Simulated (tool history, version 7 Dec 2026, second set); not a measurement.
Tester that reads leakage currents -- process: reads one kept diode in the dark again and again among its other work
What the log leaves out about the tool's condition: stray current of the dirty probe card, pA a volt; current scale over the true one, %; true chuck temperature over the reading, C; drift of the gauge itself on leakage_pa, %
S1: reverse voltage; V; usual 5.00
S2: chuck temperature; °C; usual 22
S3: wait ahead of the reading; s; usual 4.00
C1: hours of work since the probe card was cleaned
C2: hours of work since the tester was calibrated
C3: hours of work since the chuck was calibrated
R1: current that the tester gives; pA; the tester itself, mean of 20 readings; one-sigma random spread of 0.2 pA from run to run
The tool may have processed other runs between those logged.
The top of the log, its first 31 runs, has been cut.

run 32 hour=3707.1 | S1=8.84 S2=49 S3=0.51 | C1=711 C2=1152 C3=1114 | R1=954.68
run 33 hour=3858.1 | S1=6.42 S2=51 S3=0.51 | C1=796 C2=1237 C3=1199 | R1=951.84
run 34 hour=4012.8 | S1=6.42 S2=51 S3=0.51 | C1=883 C2=1324 C3=1286 | R1=953.51
run 35 hour=4148.7 | S1=6.42 S2=51 S3=0.51 | C1=959 C2=1400 C3=1363 | R1=962.03
run 36 hour=4282.6 | S1=6.42 S2=51 S3=0.51 | C1=1034 C2=1475 C3=1438 | R1=963.78
run 37 hour=4355.3 | S1=10.17 S2=51 S3=0.77 | C1=1075 C2=1516 C3=1478 | R1=1225.26
run 38 hour=4521.1 | S1=9.07 S2=51 S3=2.35 | C1=1168 C2=1609 C3=1572 | R1=1151.28
run 39 hour=4626.6 | S1=7.45 S2=51 S3=2.72 | C1=1228 C2=1668 C3=1631 | R1=1044.79

4 options for the next run, each taken on its own from the tool as it stands now. Forecast them:
run A hour=4737.2 | S1=10.07 S2=51 S3=0.33 | C1=1290 C2=1731 C3=1693 | R1=?
run B hour=4737.2 | S1=1.52 S2=22 S3=1.11 | C1=1290 C2=1731 C3=1693 | R1=?
run C hour=4737.2 | S1=2.14 S2=22 S3=4.00 | C1=1290 C2=1731 C3=1693 | R1=?
run D hour=4737.2 | S1=5.00 S2=30 S3=1.20 | C1=1290 C2=1731 C3=1693 | R1=?

run=A R1=1241.67
run=B R1=39.91
run=C R1=47.79
run=D R1=152.63
With no hidden state in the tool, these same runs would have given:
run=A R1=1129.85
run=B R1=34.63
run=C R1=41.15
run=D R1=133.82
